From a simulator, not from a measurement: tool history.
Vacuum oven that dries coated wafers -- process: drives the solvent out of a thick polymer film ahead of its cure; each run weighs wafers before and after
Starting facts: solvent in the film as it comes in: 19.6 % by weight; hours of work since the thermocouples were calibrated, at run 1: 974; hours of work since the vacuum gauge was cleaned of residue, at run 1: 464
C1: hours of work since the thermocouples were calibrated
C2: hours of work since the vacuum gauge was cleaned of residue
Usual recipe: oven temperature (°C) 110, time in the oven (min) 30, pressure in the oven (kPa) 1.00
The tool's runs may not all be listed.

{"run": 1, "hour": 0.0, "oven temperature (°C)": 110, "time in the oven (min)": 30, "pressure in the oven (kPa)": 1.0, "C1": 974, "C2": 464, "solvent left in the film (%)": 5.39}
{"run": 2, "hour": 9.5, "oven temperature (°C)": 110, "time in the oven (min)": 30, "pressure in the oven (kPa)": 1.0, "C1": 981, "C2": 471, "solvent left in the film (%)": 5.39}
{"run": 3, "hour": 17.7, "oven temperature (°C)": 110, "time in the oven (min)": 30, "pressure in the oven (kPa)": 1.0, "C1": 987, "C2": 477, "solvent left in the film (%)": 5.46}
{"run": 4, "hour": 33.0, "oven temperature (°C)": 110, "time in the oven (min)": 30, "pressure in the oven (kPa)": 1.0, "C1": 998, "C2": 488, "solvent left in the film (%)": 5.55}
{"run": 5, "hour": 44.1, "oven temperature (°C)": 110, "time in the oven (min)": 30, "pressure in the oven (kPa)": 1.0, "C1": 1006, "C2": 496, "solvent left in the film (%)": 5.5}
{"run": 6, "hour": 53.5, "oven temperature (°C)": 110, "time in the oven (min)": 50, "pressure in the oven (kPa)": 1.0, "C1": 1013, "C2": 502, "solvent left in the film (%)": 3.16}
{"run": 7, "hour": 65.4, "oven temperature (°C)": 110, "time in the oven (min)": 30, "pressure in the oven (kPa)": 1.0, "C1": 1022, "C2": 511, "solvent left in the film (%)": 5.57}
{"run": 8, "hour": 80.0, "oven temperature (°C)": 110, "time in the oven (min)": 30, "pressure in the oven (kPa)": 1.0, "C1": 1032, "C2": 522, "solvent left in the film (%)": 5.59}
{"run": 9, "hour": 90.4, "oven temperature (°C)": 110, "time in the oven (min)": 30, "pressure in the oven (kPa)": 1.0, "C1": 1040, "C2": 529, "solvent left in the film (%)": 5.6}
{"run": 10, "hour": 99.7, "oven temperature (°C)": 110, "time in the oven (min)": 30, "pressure in the oven (kPa)": 0.6, "C1": 1046, "C2": 536, "solvent left in the film (%)": 5.32}
{"run": 11, "hour": 107.9, "oven temperature (°C)": 110, "time in the oven (min)": 30, "pressure in the oven (kPa)": 0.6, "C1": 1052, "C2": 542, "solvent left in the film (%)": 5.14}
{"hour": 110.6, "done": "oven's thermocouples calibrated"}
{"run": 12, "hour": 119.5, "oven temperature (°C)": 110, "time in the oven (min)": 30, "pressure in the oven (kPa)": 0.6, "C1": 6, "C2": 549, "solvent left in the film (%)": 5.57}
{"run": 13, "hour": 133.2, "oven temperature (°C)": 120, "time in the oven (min)": 30, "pressure in the oven (kPa)": 3.65, "C1": 16, "C2": 559, "solvent left in the film (%)": 5.12}
{"run": 14, "hour": 148.0, "oven temperature (°C)": 121, "time in the oven (min)": 30, "pressure in the oven (kPa)": 3.96, "C1": 27, "C2": 569, "solvent left in the film (%)": 5.14}

Predict the results of run 15:
{"run": 15, "hour": 157.4, "oven temperature (°C)": 105, "time in the oven (min)": 23, "pressure in the oven (kPa)": 1.3, "C1": 34, "C2": 576, "solvent left in the film (%)": "?"}

solvent left in the film (%): 8.90
The same run, on a tool lacking any hidden state, would have yielded solvent left in the film (%) 7.86.
